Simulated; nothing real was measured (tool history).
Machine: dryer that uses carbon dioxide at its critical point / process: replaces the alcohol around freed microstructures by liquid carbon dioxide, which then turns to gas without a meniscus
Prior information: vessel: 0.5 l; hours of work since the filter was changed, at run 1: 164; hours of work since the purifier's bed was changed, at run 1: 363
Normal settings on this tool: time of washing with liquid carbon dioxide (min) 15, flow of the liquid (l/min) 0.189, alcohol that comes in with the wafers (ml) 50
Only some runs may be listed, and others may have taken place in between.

run,day,time of washing with liquid carbon dioxide (min),flow of the liquid (l/min),alcohol that comes in with the wafers (ml),hours of work since the filter was changed,hours of work since the purifier's bed was changed,alcohol left in the vessel before it's heated (ppm by volume)
1,0.000,15,0.189,50,164,363,1379
2,1.179,15,0.189,50,175,374,1409
3,1.788,15,0.189,50,180,380,1433
4,2.558,15,0.189,50,187,387,1436
5,3.192,15,0.189,50,193,392,1457
6,4.350,15,0.189,50,203,403,1499
7,5.312,15,0.140,50,212,412,4661
8,6.246,15,0.141,50,221,420,4516
9,6.871,15,0.189,50,226,426,1509
10,8.025,15,0.252,50,237,436,406
11,8.808,15,0.252,50,244,443,420
12,10.029,15,0.146,50,255,454,4228
13,10.550,15,0.146,50,260,459,4156
14,11.279,15,0.146,50,266,466,4183
15,11.788,15,0.146,30,271,470,2631
16,12.962,15,0.189,50,281,481,1645
17,13.800,15,0.189,24,289,489,881
18,14.892,15,0.189,22,299,498,803
19,15.679,15,0.189,22,306,506,810
20,16.612,15,0.189,50,315,514,1685
21,17.542,15,0.189,54,323,523,1874
22,18.683,15,0.189,54,333,533,1920
23,19.475,15,0.189,54,341,540,1988
24,20.471,15,0.189,54,350,549,2046
25,21.212,15,0.189,47,356,556,1735
26,22.396,10,0.151,26,367,567,6576
# day 23.454: inlet filter changed
27,23.492,10,0.189,63,0,576,6050
28,24.204,20,0.313,27,7,583,127
29,24.938,15,0.149,58,13,589,3552
30,25.975,15,0.161,58,23,599,2629
31,26.596,9,0.309,58,28,604,1289
32,27.442,9,0.309,58,36,612,1301
33,28.412,22,0.187,117,45,621,475
34,29.054,22,0.187,117,51,627,473
35,30.188,18,0.133,22,61,637,1228
36,30.950,12,0.189,41,68,644,2439
37,31.679,15,0.157,27,75,650,1533
38,32.279,23,0.119,62,80,656,2120
39,32.808,15,0.185,50,85,661,1429
40,33.708,23,0.165,50,93,669,434
41,34.946,12,0.203,38,104,680,1793
42,35.688,10,0.189,50,111,687,5469
43,36.842,15,0.120,42,121,697,5779
44,37.592,15,0.120,42,128,704,5923
45,38.100,15,0.120,42,133,709,5904
46,39.267,15,0.120,42,143,719,6129
47,40.071,10,0.275,49,151,727,1413

Forecast each of these 3 alternatives for the next run:
A,40.779,15,0.315,78,157,733,?
B,40.779,15,0.319,50,157,733,?
C,40.779,15,0.129,25,157,733,?

run,alcohol left in the vessel before it's heated (ppm by volume)
A,253
B,211
C,3005
With the hidden condition removed and each run's random variation left untouched, the same runs would have given:
run,alcohol left in the vessel before it's heated (ppm by volume)
A,68
B,37
C,2424

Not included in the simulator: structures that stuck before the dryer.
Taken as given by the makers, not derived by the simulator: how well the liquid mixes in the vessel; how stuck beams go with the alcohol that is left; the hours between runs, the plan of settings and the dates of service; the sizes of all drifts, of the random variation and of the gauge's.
